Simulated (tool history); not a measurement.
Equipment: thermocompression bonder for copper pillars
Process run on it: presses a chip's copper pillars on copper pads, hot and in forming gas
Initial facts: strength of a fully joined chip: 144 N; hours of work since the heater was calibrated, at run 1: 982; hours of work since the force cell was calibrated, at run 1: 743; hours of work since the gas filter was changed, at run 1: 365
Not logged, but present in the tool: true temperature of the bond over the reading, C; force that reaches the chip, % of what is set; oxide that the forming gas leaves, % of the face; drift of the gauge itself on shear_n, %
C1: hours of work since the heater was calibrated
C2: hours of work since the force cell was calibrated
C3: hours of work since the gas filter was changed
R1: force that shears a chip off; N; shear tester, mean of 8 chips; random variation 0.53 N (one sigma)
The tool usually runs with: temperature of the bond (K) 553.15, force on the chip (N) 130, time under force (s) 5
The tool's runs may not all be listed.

{"run": 1, "hour": 0.0, "temperature of the bond (K)": 553.15, "force on the chip (N)": 130, "time under force (s)": 5, "C1": 982, "C2": 743, "C3": 365, "R1": 55.9}
{"run": 2, "hour": 32.8, "temperature of the bond (K)": 553.15, "force on the chip (N)": 93, "time under force (s)": 5, "C1": 997, "C2": 759, "C3": 380, "R1": 38.4}
{"run": 3, "hour": 53.7, "temperature of the bond (K)": 553.15, "force on the chip (N)": 117, "time under force (s)": 5, "C1": 1007, "C2": 769, "C3": 391, "R1": 49.6}
{"run": 4, "hour": 84.5, "temperature of the bond (K)": 553.15, "force on the chip (N)": 130, "time under force (s)": 5, "C1": 1022, "C2": 784, "C3": 405, "R1": 54.9}
{"run": 5, "hour": 111.3, "temperature of the bond (K)": 553.15, "force on the chip (N)": 130, "time under force (s)": 5, "C1": 1035, "C2": 797, "C3": 418, "R1": 53.9}
{"run": 6, "hour": 146.2, "temperature of the bond (K)": 563.15, "force on the chip (N)": 130, "time under force (s)": 5, "C1": 1052, "C2": 814, "C3": 435, "R1": 59.6}
{"run": 7, "hour": 168.8, "temperature of the bond (K)": 563.15, "force on the chip (N)": 130, "time under force (s)": 5, "C1": 1063, "C2": 824, "C3": 446, "R1": 59.7}
{"run": 8, "hour": 186.6, "temperature of the bond (K)": 553.15, "force on the chip (N)": 130, "time under force (s)": 5, "C1": 1072, "C2": 833, "C3": 455, "R1": 55.3}
{"run": 9, "hour": 215.3, "temperature of the bond (K)": 553.15, "force on the chip (N)": 130, "time under force (s)": 5, "C1": 1086, "C2": 847, "C3": 469, "R1": 55.9}
{"hour": 224.8, "done": "forming gas filter changed"}
{"run": 10, "hour": 237.4, "temperature of the bond (K)": 553.15, "force on the chip (N)": 130, "time under force (s)": 5, "C1": 1096, "C2": 857, "C3": 6, "R1": 55.3}
{"run": 11, "hour": 272.0, "temperature of the bond (K)": 528.15, "force on the chip (N)": 182, "time under force (s)": 5, "C1": 1113, "C2": 874, "C3": 23, "R1": 61.2}
{"run": 12, "hour": 295.8, "temperature of the bond (K)": 563.15, "force on the chip (N)": 144, "time under force (s)": 3, "C1": 1124, "C2": 886, "C3": 34, "R1": 55.6}
{"run": 13, "hour": 316.4, "temperature of the bond (K)": 563.15, "force on the chip (N)": 144, "time under force (s)": 3, "C1": 1134, "C2": 896, "C3": 44, "R1": 56.1}
{"run": 14, "hour": 348.9, "temperature of the bond (K)": 542.15, "force on the chip (N)": 144, "time under force (s)": 3, "C1": 1150, "C2": 911, "C3": 60, "R1": 45.2}
{"run": 15, "hour": 388.8, "temperature of the bond (K)": 542.15, "force on the chip (N)": 91, "time under force (s)": 3, "C1": 1169, "C2": 931, "C3": 79, "R1": 25.6}
{"run": 16, "hour": 409.4, "temperature of the bond (K)": 542.15, "force on the chip (N)": 91, "time under force (s)": 3, "C1": 1179, "C2": 941, "C3": 89, "R1": 26.1}
{"run": 17, "hour": 430.6, "temperature of the bond (K)": 527.15, "force on the chip (N)": 184, "time under force (s)": 3, "C1": 1190, "C2": 951, "C3": 100, "R1": 50.1}
{"run": 18, "hour": 467.8, "temperature of the bond (K)": 527.15, "force on the chip (N)": 184, "time under force (s)": 3, "C1": 1208, "C2": 969, "C3": 118, "R1": 50.7}

Each row is a separate what-if for the run after 18, all from the same tool condition, not one after another. Results?
{"run": "A", "hour": 504.7, "temperature of the bond (K)": 550.15, "force on the chip (N)": 133, "time under force (s)": 5, "C1": 1225, "C2": 987, "C3": 135, "R1": "?"}
{"run": "B", "hour": 504.7, "temperature of the bond (K)": 543.15, "force on the chip (N)": 88, "time under force (s)": 3, "C1": 1225, "C2": 987, "C3": 135, "R1": "?"}
{"run": "C", "hour": 504.7, "temperature of the bond (K)": 573.15, "force on the chip (N)": 86, "time under force (s)": 3, "C1": 1225, "C2": 987, "C3": 135, "R1": "?"}
{"run": "D", "hour": 504.7, "temperature of the bond (K)": 553.15, "force on the chip (N)": 130, "time under force (s)": 7, "C1": 1225, "C2": 987, "C3": 135, "R1": "?"}
{"run": "E", "hour": 504.7, "temperature of the bond (K)": 561.15, "force on the chip (N)": 184, "time under force (s)": 3, "C1": 1225, "C2": 987, "C3": 135, "R1": "?"}

run=A R1=55.1
run=B R1=24.8
run=C R1=33.8
run=D R1=63.2
run=E R1=70.4
With the hidden condition removed and each run's random variation left untouched, the same runs would have given:
run=A R1=55.0
run=B R1=24.7
run=C R1=33.7
run=D R1=63.1
run=E R1=70.3
